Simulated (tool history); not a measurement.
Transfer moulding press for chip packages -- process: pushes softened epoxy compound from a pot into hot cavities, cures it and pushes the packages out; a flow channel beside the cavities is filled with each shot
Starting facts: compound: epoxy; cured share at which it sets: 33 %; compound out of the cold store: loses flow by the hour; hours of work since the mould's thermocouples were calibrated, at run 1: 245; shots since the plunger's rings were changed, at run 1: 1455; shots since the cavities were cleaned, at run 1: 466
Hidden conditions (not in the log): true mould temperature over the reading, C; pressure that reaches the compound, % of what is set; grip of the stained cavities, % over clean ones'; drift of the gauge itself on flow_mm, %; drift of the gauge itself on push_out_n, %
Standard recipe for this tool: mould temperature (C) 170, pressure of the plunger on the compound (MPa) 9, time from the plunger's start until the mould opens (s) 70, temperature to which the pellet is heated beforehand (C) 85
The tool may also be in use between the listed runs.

run	hour	mould temperature (C)	pressure of the plunger on the compound (MPa)	time from the plunger's start until the mould opens (s)	temperature to which the pellet is heated beforehand (C)	hours of work since the mould's thermocouples were calibrated	shots since the plunger's rings were changed	shots since the cavities were cleaned	incoming compound's hours out of the cold store	length that the compound runs in the flow channel (mm)	greatest force on the pins that push the packages out (N)
1	0	170	9	70	85	245	1455	466	35.6	763	381
2	9.2	170	9	70	85	252	1612	623	41.3	727	411
# hour 13.3: cavities cleaned with cleaning compound and waxed
3	20.7	170	9	58	85	260	1783	127	43.8	722	428
4	30.9	170	9.18	58	85	268	1958	302	36.9	754	469
5	39.4	170	9.18	58	85	275	2104	448	18.4	823	546
6	50.9	170	8.31	70	85	283	2300	644	36.2	706	397
# hour 53.5: cavities cleaned with cleaning compound and waxed
7	65.5	170	8.31	70	85	294	2524	205	26.9	743	348
8	71.2	169	8.31	70	85	298	2623	304	35.5	705	387
9	80.7	169	8.31	70	85	305	2785	466	13.8	798	406
# hour 94.2: cavities cleaned with cleaning compound and waxed
10	94.9	165	9	70	85	315	3002	11	17.2	818	390
11	102.7	165	9	70	85	321	3136	145	27	772	425
12	115.6	170	9	75	85	331	3357	366	14.4	820	353
13	128.7	170	9	75	85	342	3581	590	45.5	680	370
# hour 134.7: cavities cleaned with cleaning compound and waxed
14	139.6	170	9	75	85	349	3742	84	26.3	755	284
15	152.5	170	9	70	87	359	3963	305	46.9	672	364
16	163.7	170	9	58	77	368	4154	496	18.2	782	569
# hour 175.7: cavities cleaned with cleaning compound and waxed
17	178	170	9	58	77	378	4373	38	25.2	753	423
18	185	176	9	85	77	383	4494	159	35.6	703	291
# hour 196.9: mould's thermocouples calibrated
19	197.4	176	9	85	77	0	4672	337	23.8	737	321
20	211	163	10.33	70	77	11	4905	570	10.9	879	654
# hour 218.6: cavities cleaned with cleaning compound and waxed
21	222.5	174	10.33	70	77	19	5076	66	31.3	754	270
22	229.8	170	10.97	93	91	24	5200	190	34.4	775	290
23	240.2	170	10.97	93	91	33	5379	369	11.7	856	324
24	248.7	170	10.97	59	91	39	5524	514	32.4	776	507
# hour 259: cavities cleaned with cleaning compound and waxed
25	260.5	170	10.97	59	91	47	5702	27	28.1	793	386
26	270	170	10.97	59	91	55	5864	189	25.9	803	441
27	280.5	176	10.97	59	91	63	6044	369	21.4	803	368
# hour 292.9: plunger's sealing rings changed
28	296.5	170	10	105	85	73	61	599	22.3	882	358
# hour 301.7: cavities cleaned with cleaning compound and waxed
29	306.2	170	10	105	85	80	202	77	38.7	823	273

How would selected steps in length that the compound runs in the flow channel (mm) from run to run divide? Give the signed amount a tool lacking its hidden state would still show from settings, what came in and random variation, and the signed amount left for the hidden state, including any gauge scatter that is not in both of the compared results.
Run 12 -> 13: nothing adjusted, nothing logged. length that the compound runs in the flow channel (mm) -140: hidden state +8, all else -148.
Run 19 -> 20: mould temperature (C) 176 -> 163, pressure of the plunger on the compound (MPa) 9 -> 10.33, time from the plunger's start until the mould opens (s) 85 -> 70. length that the compound runs in the flow channel (mm) +142: hidden state -20, all else +162.
Run 27 -> 28: mould temperature (C) 176 -> 170, pressure of the plunger on the compound (MPa) 10.97 -> 10, time from the plunger's start until the mould opens (s) 59 -> 105, temperature to which the pellet is heated beforehand (C) 91 -> 85, plunger's sealing rings changed. length that the compound runs in the flow channel (mm) +79: hidden state +110, all else -31.

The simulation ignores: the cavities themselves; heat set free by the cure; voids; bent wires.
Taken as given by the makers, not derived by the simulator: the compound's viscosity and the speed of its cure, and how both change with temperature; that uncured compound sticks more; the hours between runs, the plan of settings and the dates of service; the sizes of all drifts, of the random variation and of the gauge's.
